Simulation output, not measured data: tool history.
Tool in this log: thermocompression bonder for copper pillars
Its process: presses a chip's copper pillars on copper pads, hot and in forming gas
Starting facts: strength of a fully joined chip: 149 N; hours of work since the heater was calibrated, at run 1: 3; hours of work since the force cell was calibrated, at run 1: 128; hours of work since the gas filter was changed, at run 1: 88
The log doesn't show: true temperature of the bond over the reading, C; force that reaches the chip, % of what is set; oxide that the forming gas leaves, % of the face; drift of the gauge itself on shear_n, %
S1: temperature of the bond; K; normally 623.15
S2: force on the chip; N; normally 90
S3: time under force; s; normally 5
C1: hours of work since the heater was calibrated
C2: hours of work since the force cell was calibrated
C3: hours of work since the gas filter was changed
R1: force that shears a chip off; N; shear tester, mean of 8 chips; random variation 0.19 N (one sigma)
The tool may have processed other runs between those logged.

run	day	S1	S2	S3	C1	C2	C3	R1
1	0	623.15	90	5	3	128	88	58.2
2	0.604	623.15	90	5	9	134	94	58.1
3	1.258	623.15	90	5	15	141	101	58.3
4	1.812	623.15	90	5	21	146	106	58.2
5	2.438	623.15	135	5	27	153	113	79.3
6	2.783	623.15	90	3	31	156	116	47.3
7	3.242	623.15	90	3	35	161	121	47.4
8	3.738	623.15	90	8	40	166	126	69.4
9	4.512	623.15	90	8	48	174	134	69.5
10	5.062	649.15	90	8	54	179	139	88.5
11	5.671	609.15	90	5	60	185	145	49.1
12	6.412	623.15	90	5	67	193	153	58.3
13	6.971	623.15	64	5	73	198	158	43.2
14	7.617	631.15	64	5	79	205	165	47.8
15	8.046	623.15	90	10	84	209	169	74.7
16	8.521	623.15	68	5	88	214	174	45.4
17	9.254	623.15	68	5	96	221	181	45.8
18	9.95	623.15	68	5	103	228	188	45.9
19	10.471	623.15	68	5	108	233	193	45.7
20	10.879	623.15	83	5	112	238	198	54.3
21	11.379	620.15	82	5	117	243	203	52.4
22	11.979	620.15	59	5	123	249	209	39
23	12.704	620.15	59	5	130	256	216	39.2
24	13.362	620.15	59	5	137	262	222	38.9
25	13.967	620.15	84	13	143	269	229	75.6
26	14.65	634.15	125	9	150	275	235	99.4
27	15.167	626.15	62	3	155	281	241	34.9
# day 15.388: forming gas filter changed
28	15.954	642.15	60	4	163	288	6	47.1
29	16.658	642.15	60	4	170	295	13	47.1
30	17.171	608.15	60	11	175	301	18	47
31	17.733	644.15	90	13	181	306	24	98.5
32	18.108	623.15	97	13	184	310	27	86.2
33	18.754	602.15	83	6	191	316	34	45
34	19.092	593.15	86	5	194	320	37	38.3
35	19.742	613.15	59	12	201	326	44	51
36	20.45	613.15	59	14	208	333	51	54
37	21.162	613.15	59	14	215	341	58	54.4
38	21.579	634.15	59	3	219	345	62	37.1
39	22.312	604.15	95	4	227	352	70	43.8

What differs in the tool's unlogged condition from the final listed run ahead of each entry between runs to the first listed run following it?
In the gap between runs 27 and 28: forming gas filter changed (day 15.388)
  oxide that the forming gas leaves, % of the face: 0.68 -> 0.51
